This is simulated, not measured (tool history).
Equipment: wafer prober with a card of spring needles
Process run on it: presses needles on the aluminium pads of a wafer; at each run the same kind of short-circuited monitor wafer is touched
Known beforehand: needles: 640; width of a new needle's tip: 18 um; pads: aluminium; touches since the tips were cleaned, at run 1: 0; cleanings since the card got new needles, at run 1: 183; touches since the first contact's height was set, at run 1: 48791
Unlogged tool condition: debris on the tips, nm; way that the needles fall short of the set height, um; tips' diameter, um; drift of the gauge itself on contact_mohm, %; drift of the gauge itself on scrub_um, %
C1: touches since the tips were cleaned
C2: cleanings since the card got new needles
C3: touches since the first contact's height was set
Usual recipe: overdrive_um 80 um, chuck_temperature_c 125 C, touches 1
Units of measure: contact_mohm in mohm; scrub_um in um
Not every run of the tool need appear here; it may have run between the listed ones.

Run 1, hour 0.0: usual settings; C1 0; C2 183; C3 48791. Result: contact_mohm 203 mohm, scrub_um 12.24 um.
At hour 8.8: tips cleaned on abrasive film.
At hour 17.5: tips cleaned on abrasive film.
At hour 26.3: tips cleaned on abrasive film.
At hour 35.1: tips cleaned on abrasive film.
Run 2, hour 40.3: usual settings; C1 2564; C2 187; C3 68453. Result: contact_mohm 217 mohm, scrub_um 12.23 um.
At hour 43.9: tips cleaned on abrasive film.
At hour 52.7: tips cleaned on abrasive film.
At hour 61.4: tips cleaned on abrasive film.
At hour 70.2: tips cleaned on abrasive film.
Run 3, hour 72.0: usual settings; C1 865; C2 191; C3 83854. Result: contact_mohm 211 mohm, scrub_um 12.14 um.
At hour 78.9: tips cleaned on abrasive film.
At hour 85.9: tips cleaned on abrasive film.
At hour 94.7: tips cleaned on abrasive film.
Run 4, hour 98.1: usual settings; C1 1683; C2 194; C3 96589. Result: contact_mohm 213 mohm, scrub_um 12.14 um.
At hour 103.4: tips cleaned on abrasive film.
At hour 112.2: tips cleaned on abrasive film.
At hour 121.0: tips cleaned on abrasive film.
At hour 129.8: tips cleaned on abrasive film.
At hour 136.8: tips cleaned on abrasive film.
Run 5, hour 140.9: usual settings; C1 2014; C2 199; C3 117414. Result: contact_mohm 215 mohm, scrub_um 12.10 um.
At hour 144.5: tips cleaned on abrasive film.
At hour 153.2: tips cleaned on abrasive film.
At hour 162.0: tips cleaned on abrasive film.
Run 6, hour 167.0: usual settings; C1 2454; C2 202; C3 130127. Result: contact_mohm 218 mohm, scrub_um 12.07 um.
At hour 170.6: tips cleaned on abrasive film.
At hour 177.6: tips cleaned on abrasive film.
At hour 184.7: tips cleaned on abrasive film.
At hour 193.4: tips cleaned on abrasive film.
At hour 200.5: tips cleaned on abrasive film.
Run 7, hour 203.6: usual settings; C1 1519; C2 207; C3 147892. Result: contact_mohm 213 mohm, scrub_um 11.96 um.
At hour 208.9: tips cleaned on abrasive film.
At hour 215.9: tips cleaned on abrasive film.
At hour 224.7: tips cleaned on abrasive film.
At hour 233.5: tips cleaned on abrasive film.
At hour 241.0: tips cleaned on abrasive film.
Run 8, hour 241.0: usual settings; C1 0; C2 212; C3 166094. Result: contact_mohm 205 mohm, scrub_um 11.91 um.
At hour 248.0: tips cleaned on abrasive film.
At hour 256.8: tips cleaned on abrasive film.
At hour 265.6: tips cleaned on abrasive film.
At hour 274.4: tips cleaned on abrasive film.
At hour 282.3: tips cleaned on abrasive film.
Run 9, hour 282.3: usual settings; C1 0; C2 217; C3 186213. Result: contact_mohm 207 mohm, scrub_um 11.80 um.
At hour 289.4: tips cleaned on abrasive film.
At hour 298.2: tips cleaned on abrasive film.
At hour 306.9: tips cleaned on abrasive film.
At hour 314.0: tips cleaned on abrasive film.
At hour 322.8: tips cleaned on abrasive film.
Run 10, hour 324.0: usual settings but overdrive_um 78 um, chuck_temperature_c 25 C; C1 591; C2 222; C3 206471. Result: contact_mohm 192 mohm, scrub_um 11.43 um.
At hour 331.0: tips cleaned on abrasive film.
At hour 338.0: tips cleaned on abrasive film.
At hour 346.8: tips cleaned on abrasive film.
At hour 354.1: tips cleaned on abrasive film.
Run 11, hour 354.1: usual settings but overdrive_um 78 um, chuck_temperature_c 65 C, touches 2; C1 0; C2 226; C3 221123. Result: contact_mohm 195 mohm, scrub_um 11.34 um.

Expected results for the next run?
At hour 362.9: tips cleaned on abrasive film.
At hour 369.9: tips cleaned on abrasive film.
At hour 378.7: tips cleaned on abrasive film.
At hour 387.5: tips cleaned on abrasive film.
At hour 387.8: height of the first contact set anew.
At hour 395.8: tips cleaned on abrasive film.
Run 12, hour 395.8: usual settings but chuck_temperature_c 92 C, touches 2; C1 0; C2 231; C3 3898. Result: contact_mohm ?, scrub_um ?.

contact_mohm: 200 mohm
scrub_um: 12.42 um
If the tool had no hidden condition, the same run with the same run-to-run variation would have returned contact_mohm 196 mohm, scrub_um 12.43 um.

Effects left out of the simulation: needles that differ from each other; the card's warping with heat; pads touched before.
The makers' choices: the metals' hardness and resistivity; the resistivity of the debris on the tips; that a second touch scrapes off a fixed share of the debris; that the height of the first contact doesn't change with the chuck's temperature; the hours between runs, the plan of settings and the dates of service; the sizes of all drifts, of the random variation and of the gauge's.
